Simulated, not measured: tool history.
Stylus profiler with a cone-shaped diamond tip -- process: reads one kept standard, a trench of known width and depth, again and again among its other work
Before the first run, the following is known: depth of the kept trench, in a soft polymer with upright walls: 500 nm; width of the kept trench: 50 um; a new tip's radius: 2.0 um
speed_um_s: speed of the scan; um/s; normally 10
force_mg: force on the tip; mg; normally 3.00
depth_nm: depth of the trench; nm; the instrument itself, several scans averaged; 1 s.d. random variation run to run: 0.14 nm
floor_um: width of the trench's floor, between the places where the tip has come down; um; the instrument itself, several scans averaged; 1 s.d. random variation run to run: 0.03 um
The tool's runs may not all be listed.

run    hour  speed_um_s  force_mg  depth_nm  floor_um
  1     0.0          10      3.00    505.24     47.00
  2    57.7          10      3.00    505.48     46.99
  3   101.4          10      3.00    505.67     46.96
  4   156.6          10      3.00    505.63     46.94
  5   229.3          10      3.00    505.72     47.00
  6   268.9          10      3.00    505.58     46.85
  7   312.3          10      3.00    505.77     46.90
  8   393.0          10      3.00    505.91     46.89
  9   432.7          10      2.50    505.40     46.82
 10   470.4          10      2.50    505.31     46.78
 11   547.0          10      2.50    505.62     46.82
 12   615.7          36      2.68    505.58     46.73
 13   686.3           6      7.83    510.34     46.75
 14   755.4           6      7.83    510.61     46.75
 15   836.1          10      2.62    506.00     46.71
 16   890.5          10      2.62    505.96     46.69
 17   947.6          10      2.62    506.13     46.61
 18   994.6          10      1.19    504.37     46.60
 19  1048.6          10      1.19    504.59     46.57
 20  1115.2          36      1.76    505.07     46.49
 21  1201.1          36      1.76    505.47     46.45

A few steps of depth_nm between consecutive runs. Split each: what settings, incoming material and random variation would produce without the hidden state, and what is left over for the hidden state, along with gauge scatter present in only one of the two compared results (measured, and without hidden state):
Unlogged tool condition in this case: radius of the tip, um; height scale over the true one, %; drift of the gauge itself on depth_nm, %; drift of the gauge itself on floor_um, %.
Run 4 -> 5: nothing adjusted, nothing logged. depth_nm +0.09 nm: hidden state +0.10, all else -0.01.
Run 7 -> 8: nothing adjusted, nothing logged. depth_nm +0.14 nm: hidden state +0.09, all else +0.05.
Run 12 -> 13: speed_um_s 36 -> 6, force_mg 2.68 -> 7.83. depth_nm +4.76 nm: hidden state +0.09, all else +4.67.
Run 14 -> 15: speed_um_s 6 -> 10, force_mg 7.83 -> 2.62. depth_nm -4.61 nm: hidden state +0.08, all else -4.69.

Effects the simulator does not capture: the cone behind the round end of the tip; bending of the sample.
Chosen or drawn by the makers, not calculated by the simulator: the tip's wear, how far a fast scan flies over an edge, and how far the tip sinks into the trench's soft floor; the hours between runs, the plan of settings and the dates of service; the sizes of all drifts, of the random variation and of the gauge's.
